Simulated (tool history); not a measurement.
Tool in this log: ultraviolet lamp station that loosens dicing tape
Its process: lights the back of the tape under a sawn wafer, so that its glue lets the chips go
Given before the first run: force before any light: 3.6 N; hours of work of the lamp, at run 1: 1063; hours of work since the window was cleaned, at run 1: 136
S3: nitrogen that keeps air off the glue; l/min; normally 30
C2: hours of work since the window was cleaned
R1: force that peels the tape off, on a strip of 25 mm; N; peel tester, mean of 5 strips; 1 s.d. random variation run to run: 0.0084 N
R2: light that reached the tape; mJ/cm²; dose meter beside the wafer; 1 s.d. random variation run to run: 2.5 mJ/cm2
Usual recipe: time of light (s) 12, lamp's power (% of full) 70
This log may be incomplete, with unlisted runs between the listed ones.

run 1 hour=0 | time_of_light_(s)=12 lamp's_power_(%_of_full)=70 S3=30 | hours_of_work_of_the_lamp=1063 C2=136 | R1=0.329 R2=313
run 2 hour=23.2 | time_of_light_(s)=12 lamp's_power_(%_of_full)=70 S3=30 | hours_of_work_of_the_lamp=1079 C2=152 | R1=0.348 R2=316
run 3 hour=43.5 | time_of_light_(s)=12 lamp's_power_(%_of_full)=70 S3=30 | hours_of_work_of_the_lamp=1094 C2=166 | R1=0.342 R2=313
run 4 hour=72.2 | time_of_light_(s)=12 lamp's_power_(%_of_full)=70 S3=30 | hours_of_work_of_the_lamp=1114 C2=186 | R1=0.343 R2=312
run 5 hour=97.5 | time_of_light_(s)=12 lamp's_power_(%_of_full)=70 S3=30 | hours_of_work_of_the_lamp=1132 C2=204 | R1=0.339 R2=308
run 6 hour=118.1 | time_of_light_(s)=12 lamp's_power_(%_of_full)=70 S3=30 | hours_of_work_of_the_lamp=1146 C2=219 | R1=0.341 R2=315
run 7 hour=135.9 | time_of_light_(s)=12 lamp's_power_(%_of_full)=70 S3=30 | hours_of_work_of_the_lamp=1158 C2=231 | R1=0.336 R2=310
run 8 hour=154.5 | time_of_light_(s)=12 lamp's_power_(%_of_full)=70 S3=30 | hours_of_work_of_the_lamp=1171 C2=244 | R1=0.336 R2=317
run 9 hour=178.1 | time_of_light_(s)=19 lamp's_power_(%_of_full)=70 S3=30 | hours_of_work_of_the_lamp=1188 C2=261 | R1=0.167 R2=497
run 10 hour=205.2 | time_of_light_(s)=12 lamp's_power_(%_of_full)=70 S3=30 | hours_of_work_of_the_lamp=1207 C2=280 | R1=0.343 R2=315
run 11 hour=223.2 | time_of_light_(s)=12 lamp's_power_(%_of_full)=70 S3=30 | hours_of_work_of_the_lamp=1220 C2=292 | R1=0.334 R2=312
run 12 hour=259.5 | time_of_light_(s)=12 lamp's_power_(%_of_full)=70 S3=30 | hours_of_work_of_the_lamp=1245 C2=318 | R1=0.342 R2=314
run 13 hour=284.3 | time_of_light_(s)=21 lamp's_power_(%_of_full)=70 S3=30 | hours_of_work_of_the_lamp=1262 C2=335 | R1=0.157 R2=541
run 14 hour=309.1 | time_of_light_(s)=21 lamp's_power_(%_of_full)=61 S3=30 | hours_of_work_of_the_lamp=1280 C2=352 | R1=0.169 R2=472
run 15 hour=337.1 | time_of_light_(s)=12 lamp's_power_(%_of_full)=91 S3=30 | hours_of_work_of_the_lamp=1299 C2=372 | R1=0.223 R2=408
run 16 hour=380.2 | time_of_light_(s)=12 lamp's_power_(%_of_full)=61 S3=30 | hours_of_work_of_the_lamp=1330 C2=402 | R1=0.436 R2=274
-- hour=398.5 window cleaned of glue's vapour
run 17 hour=400.8 | time_of_light_(s)=12 lamp's_power_(%_of_full)=61 S3=30 | hours_of_work_of_the_lamp=1344 C2=2 | R1=0.428 R2=272
run 18 hour=426 | time_of_light_(s)=12 lamp's_power_(%_of_full)=76 S3=30 | hours_of_work_of_the_lamp=1361 C2=19 | R1=0.286 R2=342
run 19 hour=451.6 | time_of_light_(s)=12 lamp's_power_(%_of_full)=76 S3=30 | hours_of_work_of_the_lamp=1379 C2=37 | R1=0.304 R2=339
run 20 hour=470.3 | time_of_light_(s)=12 lamp's_power_(%_of_full)=76 S3=30 | hours_of_work_of_the_lamp=1392 C2=50 | R1=0.305 R2=340
run 21 hour=490.1 | time_of_light_(s)=12 lamp's_power_(%_of_full)=76 S3=30 | hours_of_work_of_the_lamp=1406 C2=64 | R1=0.287 R2=337
run 22 hour=511.5 | time_of_light_(s)=12 lamp's_power_(%_of_full)=76 S3=30 | hours_of_work_of_the_lamp=1421 C2=79 | R1=0.302 R2=342
run 23 hour=545.7 | time_of_light_(s)=12 lamp's_power_(%_of_full)=76 S3=30 | hours_of_work_of_the_lamp=1445 C2=103 | R1=0.278 R2=343
run 24 hour=566 | time_of_light_(s)=12 lamp's_power_(%_of_full)=76 S3=30 | hours_of_work_of_the_lamp=1459 C2=117 | R1=0.298 R2=337
run 25 hour=601.8 | time_of_light_(s)=9 lamp's_power_(%_of_full)=77 S3=30 | hours_of_work_of_the_lamp=1485 C2=142 | R1=0.483 R2=256
run 26 hour=641 | time_of_light_(s)=9 lamp's_power_(%_of_full)=86 S3=30 | hours_of_work_of_the_lamp=1512 C2=170 | R1=0.402 R2=287
run 27 hour=663.5 | time_of_light_(s)=21 lamp's_power_(%_of_full)=93 S3=43 | hours_of_work_of_the_lamp=1528 C2=186 | R1=0.113 R2=725
run 28 hour=698.8 | time_of_light_(s)=21 lamp's_power_(%_of_full)=93 S3=12 | hours_of_work_of_the_lamp=1552 C2=210 | R1=0.155 R2=729
run 29 hour=735.4 | time_of_light_(s)=21 lamp's_power_(%_of_full)=64 S3=38 | hours_of_work_of_the_lamp=1578 C2=236 | R1=0.141 R2=505
run 30 hour=772.9 | time_of_light_(s)=21 lamp's_power_(%_of_full)=64 S3=38 | hours_of_work_of_the_lamp=1604 C2=262 | R1=0.153 R2=494
run 31 hour=811.1 | time_of_light_(s)=21 lamp's_power_(%_of_full)=64 S3=38 | hours_of_work_of_the_lamp=1631 C2=289 | R1=0.146 R2=504
run 32 hour=848.5 | time_of_light_(s)=13 lamp's_power_(%_of_full)=70 S3=30 | hours_of_work_of_the_lamp=1657 C2=315 | R1=0.316 R2=340
run 33 hour=885.3 | time_of_light_(s)=7 lamp's_power_(%_of_full)=70 S3=17 | hours_of_work_of_the_lamp=1683 C2=341 | R1=1.077 R2=182
run 34 hour=911.2 | time_of_light_(s)=7 lamp's_power_(%_of_full)=70 S3=17 | hours_of_work_of_the_lamp=1701 C2=359 | R1=1.073 R2=182
run 35 hour=931.9 | time_of_light_(s)=8 lamp's_power_(%_of_full)=80 S3=18 | hours_of_work_of_the_lamp=1716 C2=374 | R1=0.737 R2=236

Hidden state or all else? Some run-to-run changes of R2, split into what the settings, what came in and random variation would give without the hidden state, and what is left for the hidden state (with any gauge scatter that isn't in both results):
The tool's hidden condition here consists of: lamp's light, % of a new lamp's; light that the window lets through, % of a clean one's; drift of the gauge itself on peel_n, %; drift of the gauge itself on dose_mj_cm2, %.
Run 10 -> 11: settings left as they were, no log entry in between. R2 -3 mJ/cm²: hidden state -1, all else -2.
Run 12 -> 13: time of light (s) 12 -> 21. R2 +227 mJ/cm²: hidden state -2, all else +229.
Run 26 -> 27: time of light (s) 9 -> 21, lamp's power (% of full) 86 -> 93, S3 30 -> 43. R2 +438 mJ/cm²: hidden state -1, all else +439.
Run 28 -> 29: lamp's power (% of full) 93 -> 64, S3 12 -> 38. R2 -224 mJ/cm²: hidden state +2, all else -226.
